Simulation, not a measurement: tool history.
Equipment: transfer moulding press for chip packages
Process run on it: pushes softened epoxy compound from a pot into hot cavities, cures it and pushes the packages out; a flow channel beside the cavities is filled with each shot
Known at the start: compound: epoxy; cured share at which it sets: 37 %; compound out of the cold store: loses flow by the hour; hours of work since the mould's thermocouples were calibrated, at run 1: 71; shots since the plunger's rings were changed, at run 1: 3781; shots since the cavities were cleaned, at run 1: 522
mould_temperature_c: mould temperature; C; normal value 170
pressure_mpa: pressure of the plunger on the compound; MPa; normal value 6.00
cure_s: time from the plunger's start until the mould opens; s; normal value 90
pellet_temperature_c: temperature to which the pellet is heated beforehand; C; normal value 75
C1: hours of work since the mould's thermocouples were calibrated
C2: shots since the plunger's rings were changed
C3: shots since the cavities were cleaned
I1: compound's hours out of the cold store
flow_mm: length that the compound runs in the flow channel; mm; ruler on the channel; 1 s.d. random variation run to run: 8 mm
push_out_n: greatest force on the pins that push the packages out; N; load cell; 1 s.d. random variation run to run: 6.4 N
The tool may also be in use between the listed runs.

run 1 hour=0.0 | mould_temperature_c=170 pressure_mpa=6.00 cure_s=90 pellet_temperature_c=75 | C1=71 C2=3781 C3=522 | I1=20.4 | flow_mm=964 push_out_n=246
-- hour=3.7 cavities cleaned with cleaning compound and waxed
run 2 hour=7.9 | mould_temperature_c=170 pressure_mpa=6.00 cure_s=90 pellet_temperature_c=75 | C1=74 C2=3841 C3=39 | I1=42.9 | flow_mm=916 push_out_n=254
run 3 hour=16.0 | mould_temperature_c=170 pressure_mpa=6.00 cure_s=119 pellet_temperature_c=75 | C1=78 C2=3916 C3=114 | I1=40.7 | flow_mm=931 push_out_n=199
run 4 hour=25.1 | mould_temperature_c=170 pressure_mpa=6.00 cure_s=90 pellet_temperature_c=75 | C1=83 C2=4001 C3=199 | I1=21.9 | flow_mm=961 push_out_n=250
run 5 hour=33.3 | mould_temperature_c=170 pressure_mpa=6.00 cure_s=90 pellet_temperature_c=75 | C1=87 C2=4077 C3=275 | I1=39.7 | flow_mm=925 push_out_n=255
run 6 hour=40.0 | mould_temperature_c=170 pressure_mpa=6.00 cure_s=90 pellet_temperature_c=75 | C1=91 C2=4140 C3=338 | I1=45.3 | flow_mm=914 push_out_n=250
run 7 hour=50.1 | mould_temperature_c=170 pressure_mpa=6.00 cure_s=90 pellet_temperature_c=75 | C1=96 C2=4234 C3=432 | I1=15.8 | flow_mm=986 push_out_n=257
run 8 hour=55.3 | mould_temperature_c=164 pressure_mpa=6.00 cure_s=90 pellet_temperature_c=75 | C1=99 C2=4283 C3=481 | I1=25.1 | flow_mm=994 push_out_n=376
run 9 hour=61.3 | mould_temperature_c=164 pressure_mpa=6.00 cure_s=90 pellet_temperature_c=75 | C1=102 C2=4339 C3=537 | I1=33.3 | flow_mm=973 push_out_n=388
-- hour=63.8 cavities cleaned with cleaning compound and waxed
run 10 hour=67.2 | mould_temperature_c=164 pressure_mpa=6.00 cure_s=90 pellet_temperature_c=75 | C1=104 C2=4380 C3=32 | I1=19.0 | flow_mm=1009 push_out_n=370
run 11 hour=74.1 | mould_temperature_c=170 pressure_mpa=6.00 cure_s=90 pellet_temperature_c=80 | C1=108 C2=4444 C3=96 | I1=41.1 | flow_mm=928 push_out_n=244
run 12 hour=81.5 | mould_temperature_c=170 pressure_mpa=6.00 cure_s=90 pellet_temperature_c=80 | C1=112 C2=4513 C3=165 | I1=30.2 | flow_mm=966 push_out_n=248
run 13 hour=90.2 | mould_temperature_c=170 pressure_mpa=6.00 cure_s=90 pellet_temperature_c=75 | C1=116 C2=4595 C3=247 | I1=46.1 | flow_mm=923 push_out_n=254
run 14 hour=98.5 | mould_temperature_c=170 pressure_mpa=6.00 cure_s=90 pellet_temperature_c=75 | C1=121 C2=4672 C3=324 | I1=46.5 | flow_mm=911 push_out_n=260
run 15 hour=106.3 | mould_temperature_c=170 pressure_mpa=6.27 cure_s=90 pellet_temperature_c=73 | C1=125 C2=4744 C3=396 | I1=28.1 | flow_mm=983 push_out_n=257
run 16 hour=114.8 | mould_temperature_c=170 pressure_mpa=4.79 cure_s=71 pellet_temperature_c=75 | C1=129 C2=4824 C3=476 | I1=12.9 | flow_mm=882 push_out_n=494
-- hour=124.0 cavities cleaned with cleaning compound and waxed
run 17 hour=124.9 | mould_temperature_c=170 pressure_mpa=4.79 cure_s=71 pellet_temperature_c=75 | C1=134 C2=4904 C3=9 | I1=37.6 | flow_mm=837 push_out_n=461
run 18 hour=130.5 | mould_temperature_c=162 pressure_mpa=6.71 cure_s=90 pellet_temperature_c=75 | C1=137 C2=4956 C3=61 | I1=18.7 | flow_mm=1083 push_out_n=467
run 19 hour=136.2 | mould_temperature_c=162 pressure_mpa=6.71 cure_s=84 pellet_temperature_c=81 | C1=140 C2=5009 C3=114 | I1=8.8 | flow_mm=1114 push_out_n=541
run 20 hour=145.2 | mould_temperature_c=162 pressure_mpa=6.71 cure_s=84 pellet_temperature_c=81 | C1=145 C2=5094 C3=199 | I1=47.9 | flow_mm=982 push_out_n=481
run 21 hour=151.2 | mould_temperature_c=168 pressure_mpa=5.42 cure_s=108 pellet_temperature_c=77 | C1=148 C2=5149 C3=254 | I1=22.2 | flow_mm=941 push_out_n=221
run 22 hour=159.5 | mould_temperature_c=168 pressure_mpa=5.42 cure_s=108 pellet_temperature_c=77 | C1=152 C2=5226 C3=331 | I1=14.7 | flow_mm=945 push_out_n=217
run 23 hour=166.2 | mould_temperature_c=170 pressure_mpa=5.61 cure_s=82 pellet_temperature_c=71 | C1=156 C2=5289 C3=394 | I1=39.8 | flow_mm=905 push_out_n=313
run 24 hour=171.2 | mould_temperature_c=170 pressure_mpa=7.12 cure_s=98 pellet_temperature_c=74 | C1=158 C2=5335 C3=440 | I1=45.9 | flow_mm=993 push_out_n=221
run 25 hour=176.7 | mould_temperature_c=170 pressure_mpa=7.12 cure_s=72 pellet_temperature_c=74 | C1=161 C2=5387 C3=492 | I1=24.5 | flow_mm=1055 push_out_n=468
run 26 hour=181.9 | mould_temperature_c=170 pressure_mpa=7.12 cure_s=72 pellet_temperature_c=74 | C1=164 C2=5436 C3=541 | I1=17.0 | flow_mm=1074 push_out_n=473
-- hour=184.0 cavities cleaned with cleaning compound and waxed
run 27 hour=189.2 | mould_temperature_c=170 pressure_mpa=7.12 cure_s=72 pellet_temperature_c=74 | C1=167 C2=5490 C3=49 | I1=27.3 | flow_mm=1035 push_out_n=445
run 28 hour=199.0 | mould_temperature_c=175 pressure_mpa=6.28 cure_s=70 pellet_temperature_c=75 | C1=172 C2=5581 C3=140 | I1=13.6 | flow_mm=1001 push_out_n=360

4 options for the next run, each taken on its own from the tool as it stands now. Forecast them:
run A hour=204.1 | mould_temperature_c=168 pressure_mpa=6.28 cure_s=70 pellet_temperature_c=75 | C1=175 C2=5628 C3=187 | I1=32.0 | flow_mm=? push_out_n=?
run B hour=204.1 | mould_temperature_c=167 pressure_mpa=6.00 cure_s=90 pellet_temperature_c=84 | C1=175 C2=5628 C3=187 | I1=29.6 | flow_mm=? push_out_n=?
run C hour=204.1 | mould_temperature_c=175 pressure_mpa=5.74 cure_s=70 pellet_temperature_c=75 | C1=175 C2=5628 C3=187 | I1=24.8 | flow_mm=? push_out_n=?
run D hour=204.1 | mould_temperature_c=167 pressure_mpa=6.00 cure_s=90 pellet_temperature_c=75 | C1=175 C2=5628 C3=187 | I1=45.2 | flow_mm=? push_out_n=?

run=A flow_mm=985 push_out_n=567
run=B flow_mm=961 push_out_n=296
run=C flow_mm=927 push_out_n=338
run=D flow_mm=924 push_out_n=286
With no hidden state in the tool, these same runs would have given:
run=A flow_mm=987 push_out_n=564
run=B flow_mm=962 push_out_n=295
run=C flow_mm=929 push_out_n=336
run=D flow_mm=925 push_out_n=285
